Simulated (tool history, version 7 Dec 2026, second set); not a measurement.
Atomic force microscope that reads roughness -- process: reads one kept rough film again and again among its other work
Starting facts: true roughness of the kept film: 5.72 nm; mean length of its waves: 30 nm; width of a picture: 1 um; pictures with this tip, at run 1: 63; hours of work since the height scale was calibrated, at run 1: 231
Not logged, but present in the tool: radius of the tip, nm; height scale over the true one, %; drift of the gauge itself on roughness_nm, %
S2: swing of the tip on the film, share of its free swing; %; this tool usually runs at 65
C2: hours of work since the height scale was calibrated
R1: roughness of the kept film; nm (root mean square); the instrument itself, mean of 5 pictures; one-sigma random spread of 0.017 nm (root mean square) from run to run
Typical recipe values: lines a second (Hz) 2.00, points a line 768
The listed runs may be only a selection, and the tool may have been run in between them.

run 1 hour=0.0 | lines_a_second_(Hz)=2.00 S2=65 points_a_line=768 | pictures_with_this_tip=63 C2=231 | R1=3.381
-- hour=17.3 new tip fitted
run 2 hour=19.7 | lines_a_second_(Hz)=2.00 S2=65 points_a_line=768 | pictures_with_this_tip=3 C2=240 | R1=4.156
run 3 hour=36.8 | lines_a_second_(Hz)=2.00 S2=65 points_a_line=768 | pictures_with_this_tip=24 C2=248 | R1=3.787
run 4 hour=55.1 | lines_a_second_(Hz)=2.00 S2=65 points_a_line=768 | pictures_with_this_tip=47 C2=257 | R1=3.480
run 5 hour=70.0 | lines_a_second_(Hz)=2.00 S2=65 points_a_line=768 | pictures_with_this_tip=65 C2=264 | R1=3.250
run 6 hour=79.9 | lines_a_second_(Hz)=2.00 S2=65 points_a_line=768 | pictures_with_this_tip=77 C2=269 | R1=3.123
-- hour=86.1 new tip fitted
run 7 hour=89.5 | lines_a_second_(Hz)=2.00 S2=66 points_a_line=768 | pictures_with_this_tip=4 C2=273 | R1=4.029
run 8 hour=101.2 | lines_a_second_(Hz)=2.00 S2=62 points_a_line=768 | pictures_with_this_tip=18 C2=278 | R1=3.885
run 9 hour=115.7 | lines_a_second_(Hz)=2.00 S2=62 points_a_line=768 | pictures_with_this_tip=36 C2=285 | R1=3.626
run 10 hour=128.6 | lines_a_second_(Hz)=0.59 S2=62 points_a_line=768 | pictures_with_this_tip=52 C2=291 | R1=3.599
run 11 hour=148.0 | lines_a_second_(Hz)=2.00 S2=65 points_a_line=768 | pictures_with_this_tip=77 C2=300 | R1=3.094
-- hour=154.6 new tip fitted
run 12 hour=164.7 | lines_a_second_(Hz)=2.00 S2=65 points_a_line=768 | pictures_with_this_tip=13 C2=308 | R1=3.966
run 13 hour=182.1 | lines_a_second_(Hz)=2.00 S2=65 points_a_line=768 | pictures_with_this_tip=34 C2=316 | R1=3.707
run 14 hour=195.9 | lines_a_second_(Hz)=2.00 S2=65 points_a_line=768 | pictures_with_this_tip=51 C2=323 | R1=3.477
run 15 hour=215.2 | lines_a_second_(Hz)=2.00 S2=65 points_a_line=768 | pictures_with_this_tip=75 C2=332 | R1=3.236
-- hour=222.9 new tip fitted
run 16 hour=234.0 | lines_a_second_(Hz)=2.00 S2=65 points_a_line=768 | pictures_with_this_tip=14 C2=340 | R1=3.939
run 17 hour=243.5 | lines_a_second_(Hz)=2.00 S2=65 points_a_line=768 | pictures_with_this_tip=26 C2=345 | R1=3.704
run 18 hour=262.3 | lines_a_second_(Hz)=2.00 S2=79 points_a_line=768 | pictures_with_this_tip=49 C2=354 | R1=3.127
run 19 hour=274.0 | lines_a_second_(Hz)=2.00 S2=79 points_a_line=768 | pictures_with_this_tip=64 C2=359 | R1=2.980
run 20 hour=285.7 | lines_a_second_(Hz)=3.69 S2=65 points_a_line=768 | pictures_with_this_tip=78 C2=365 | R1=2.873
-- hour=291.0 new tip fitted
run 21 hour=299.3 | lines_a_second_(Hz)=2.00 S2=65 points_a_line=465 | pictures_with_this_tip=11 C2=371 | R1=4.040
run 22 hour=317.4 | lines_a_second_(Hz)=2.00 S2=65 points_a_line=465 | pictures_with_this_tip=33 C2=379 | R1=3.715
run 23 hour=325.9 | lines_a_second_(Hz)=2.00 S2=65 points_a_line=465 | pictures_with_this_tip=44 C2=383 | R1=3.546
run 24 hour=341.6 | lines_a_second_(Hz)=2.00 S2=65 points_a_line=1003 | pictures_with_this_tip=63 C2=391 | R1=3.349
-- hour=358.5 new tip fitted
run 25 hour=358.5 | lines_a_second_(Hz)=2.00 S2=65 points_a_line=768 | pictures_with_this_tip=0 C2=398 | R1=4.235
run 26 hour=377.5 | lines_a_second_(Hz)=1.88 S2=65 points_a_line=768 | pictures_with_this_tip=23 C2=407 | R1=3.864
run 27 hour=389.6 | lines_a_second_(Hz)=1.00 S2=73 points_a_line=283 | pictures_with_this_tip=38 C2=413 | R1=3.624
run 28 hour=403.3 | lines_a_second_(Hz)=2.00 S2=84 points_a_line=380 | pictures_with_this_tip=56 C2=419 | R1=2.967
run 29 hour=418.9 | lines_a_second_(Hz)=2.00 S2=84 points_a_line=380 | pictures_with_this_tip=75 C2=427 | R1=2.781
-- hour=426.7 new tip fitted
run 30 hour=427.7 | lines_a_second_(Hz)=2.00 S2=84 points_a_line=380 | pictures_with_this_tip=1 C2=430 | R1=3.570
run 31 hour=436.2 | lines_a_second_(Hz)=1.77 S2=84 points_a_line=380 | pictures_with_this_tip=12 C2=434 | R1=3.510
run 32 hour=449.3 | lines_a_second_(Hz)=2.00 S2=70 points_a_line=316 | pictures_with_this_tip=28 C2=441 | R1=3.512
run 33 hour=460.6 | lines_a_second_(Hz)=1.98 S2=59 points_a_line=494 | pictures_with_this_tip=42 C2=446 | R1=3.509
run 34 hour=474.1 | lines_a_second_(Hz)=0.78 S2=74 points_a_line=494 | pictures_with_this_tip=59 C2=452 | R1=3.329
run 35 hour=483.4 | lines_a_second_(Hz)=1.72 S2=71 points_a_line=1008 | pictures_with_this_tip=70 C2=457 | R1=3.082
run 36 hour=493.4 | lines_a_second_(Hz)=1.72 S2=71 points_a_line=1008 | pictures_with_this_tip=83 C2=461 | R1=2.935
-- hour=494.7 new tip fitted
run 37 hour=513.1 | lines_a_second_(Hz)=2.09 S2=76 points_a_line=757 | pictures_with_this_tip=23 C2=470 | R1=3.535
run 38 hour=528.7 | lines_a_second_(Hz)=3.99 S2=84 points_a_line=859 | pictures_with_this_tip=42 C2=478 | R1=2.619
run 39 hour=536.9 | lines_a_second_(Hz)=2.00 S2=72 points_a_line=591 | pictures_with_this_tip=52 C2=482 | R1=3.270
run 40 hour=556.5 | lines_a_second_(Hz)=1.93 S2=79 points_a_line=1016 | pictures_with_this_tip=77 C2=491 | R1=2.905
-- hour=563.2 new tip fitted
run 41 hour=565.5 | lines_a_second_(Hz)=0.78 S2=73 points_a_line=768 | pictures_with_this_tip=3 C2=495 | R1=4.290
run 42 hour=574.3 | lines_a_second_(Hz)=0.59 S2=87 points_a_line=768 | pictures_with_this_tip=14 C2=499 | R1=4.005
run 43 hour=585.4 | lines_a_second_(Hz)=1.56 S2=73 points_a_line=619 | pictures_with_this_tip=28 C2=504 | R1=3.666
run 44 hour=601.8 | lines_a_second_(Hz)=0.59 S2=90 points_a_line=783 | pictures_with_this_tip=49 C2=512 | R1=3.427
run 45 hour=618.1 | lines_a_second_(Hz)=0.59 S2=90 points_a_line=783 | pictures_with_this_tip=69 C2=519 | R1=3.200
run 46 hour=626.5 | lines_a_second_(Hz)=0.54 S2=90 points_a_line=559 | pictures_with_this_tip=79 C2=523 | R1=3.134
-- hour=631.2 new tip fitted
run 47 hour=635.8 | lines_a_second_(Hz)=2.15 S2=58 points_a_line=768 | pictures_with_this_tip=6 C2=527 | R1=4.199
run 48 hour=644.5 | lines_a_second_(Hz)=2.17 S2=84 points_a_line=428 | pictures_with_this_tip=17 C2=532 | R1=3.387
run 49 hour=654.3 | lines_a_second_(Hz)=2.00 S2=64 points_a_line=729 | pictures_with_this_tip=29 C2=536 | R1=3.790
run 50 hour=673.9 | lines_a_second_(Hz)=3.66 S2=76 points_a_line=430 | pictures_with_this_tip=54 C2=545 | R1=2.903

The next listed run, before its measurement:
run 51 hour=687.3 | lines_a_second_(Hz)=3.66 S2=76 points_a_line=430 | pictures_with_this_tip=70 C2=552 | R1=?

R1: 2.750 nm (root mean square)
Were there no unlogged condition in the tool, this run, its random variation unchanged, would have produced R1 3.552 nm (root mean square).
